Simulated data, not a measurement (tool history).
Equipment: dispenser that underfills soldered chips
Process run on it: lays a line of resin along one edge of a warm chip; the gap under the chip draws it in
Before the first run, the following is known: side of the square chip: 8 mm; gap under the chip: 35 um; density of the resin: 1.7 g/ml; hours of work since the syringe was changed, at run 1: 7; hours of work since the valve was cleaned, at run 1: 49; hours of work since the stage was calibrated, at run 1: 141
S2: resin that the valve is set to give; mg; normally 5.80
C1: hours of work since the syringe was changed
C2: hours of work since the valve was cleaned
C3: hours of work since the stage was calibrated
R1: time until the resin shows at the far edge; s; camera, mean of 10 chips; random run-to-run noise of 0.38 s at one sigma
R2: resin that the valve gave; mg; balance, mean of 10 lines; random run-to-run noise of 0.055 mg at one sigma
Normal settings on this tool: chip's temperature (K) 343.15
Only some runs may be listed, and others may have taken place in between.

run 1 hour=0.0 | chip's_temperature_(K)=343.15 S2=5.80 | C1=7 C2=49 C3=141 | R1=30.6 R2=5.74
-- hour=0.5 new syringe of resin
run 2 hour=3.8 | chip's_temperature_(K)=343.15 S2=5.80 | C1=2 C2=52 C3=143 | R1=24.1 R2=5.57
run 3 hour=8.4 | chip's_temperature_(K)=343.15 S2=5.80 | C1=6 C2=55 C3=147 | R1=28.1 R2=5.54
-- hour=10.7 new syringe of resin
run 4 hour=12.2 | chip's_temperature_(K)=343.15 S2=5.80 | C1=1 C2=58 C3=149 | R1=24.0 R2=5.63
run 5 hour=15.6 | chip's_temperature_(K)=343.15 S2=5.80 | C1=4 C2=60 C3=152 | R1=26.2 R2=5.64
run 6 hour=20.0 | chip's_temperature_(K)=331.15 S2=5.80 | C1=7 C2=63 C3=155 | R1=55.7 R2=5.58
-- hour=20.9 new syringe of resin
run 7 hour=23.6 | chip's_temperature_(K)=331.15 S2=5.80 | C1=2 C2=66 C3=158 | R1=43.4 R2=5.50
run 8 hour=26.3 | chip's_temperature_(K)=358.15 S2=5.80 | C1=4 C2=68 C3=160 | R1=13.0 R2=5.51
run 9 hour=29.3 | chip's_temperature_(K)=358.15 S2=5.80 | C1=6 C2=70 C3=162 | R1=14.0 R2=5.54
-- hour=30.8 new syringe of resin
run 10 hour=33.8 | chip's_temperature_(K)=358.15 S2=5.80 | C1=2 C2=73 C3=165 | R1=12.2 R2=5.57
run 11 hour=36.3 | chip's_temperature_(K)=337.15 S2=5.94 | C1=4 C2=75 C3=167 | R1=35.6 R2=5.68

Run 12 comes next. What will it give?
run 12 hour=39.6 | chip's_temperature_(K)=337.15 S2=5.94 | C1=7 C2=78 C3=169 | R1=? R2=?

R1: 38.6 s
R2: 5.67 mg
The same run, on a tool lacking any hidden state, would have yielded R1 30.3 s, R2 5.96 mg.

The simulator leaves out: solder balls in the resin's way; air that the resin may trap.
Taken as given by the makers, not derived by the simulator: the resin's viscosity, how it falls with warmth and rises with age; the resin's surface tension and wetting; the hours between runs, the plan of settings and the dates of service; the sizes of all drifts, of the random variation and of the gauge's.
